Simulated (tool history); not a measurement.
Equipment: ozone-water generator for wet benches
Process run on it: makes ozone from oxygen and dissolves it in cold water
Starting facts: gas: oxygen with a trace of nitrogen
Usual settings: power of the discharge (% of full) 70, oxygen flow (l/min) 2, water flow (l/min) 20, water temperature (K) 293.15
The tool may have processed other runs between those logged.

run	hour	power of the discharge (% of full)	oxygen flow (l/min)	water flow (l/min)	water temperature (K)	dissolved ozone (ppm)	ozone in the gas ahead of the water (g/m3)
1	0	70	2	20	293.15	10.4	229.4
2	51.9	70	2	20	293.15	10.5	228.1
3	113.7	70	2	20	293.15	10.5	231.1
4	163.3	70	2	20	298.15	10	228.8
5	193.9	70	1.59	20	293.15	10	261.4
6	228.2	70	1.59	20	293.15	10.1	263.8
7	283.9	70	1.59	20	293.15	9.9	261.8
8	324.1	70	1.59	20	293.15	10	259.2
9	391.1	70	1.59	20	293.15	9.9	262.5
10	448.6	70	2	20	293.15	10.4	230.4
11	486.8	70	2	18	293.15	11.8	230.4
12	518.5	70	2	18	293.15	11.7	229.5
13	585.6	70	2	20	293.15	10.6	228.2
14	619	70	2	20	293.15	10.3	227.7
15	689	70	2	20	293.15	10.5	225.8
16	756.2	70	2	20	293.15	10.3	228.3
17	794.5	70	2	20	293.15	10.5	228.3

Run 18 comes next. What will it give?
18	836.3	70	1.08	29	293.15	?	?

{"run 18": {"dissolved ozone (ppm)": 5.7, "ozone in the gas ahead of the water (g/m3)": 326.2}}
The same run, on a tool lacking any hidden state, would have yielded dissolved ozone (ppm) 6.2, ozone in the gas ahead of the water (g/m3) 330.3.

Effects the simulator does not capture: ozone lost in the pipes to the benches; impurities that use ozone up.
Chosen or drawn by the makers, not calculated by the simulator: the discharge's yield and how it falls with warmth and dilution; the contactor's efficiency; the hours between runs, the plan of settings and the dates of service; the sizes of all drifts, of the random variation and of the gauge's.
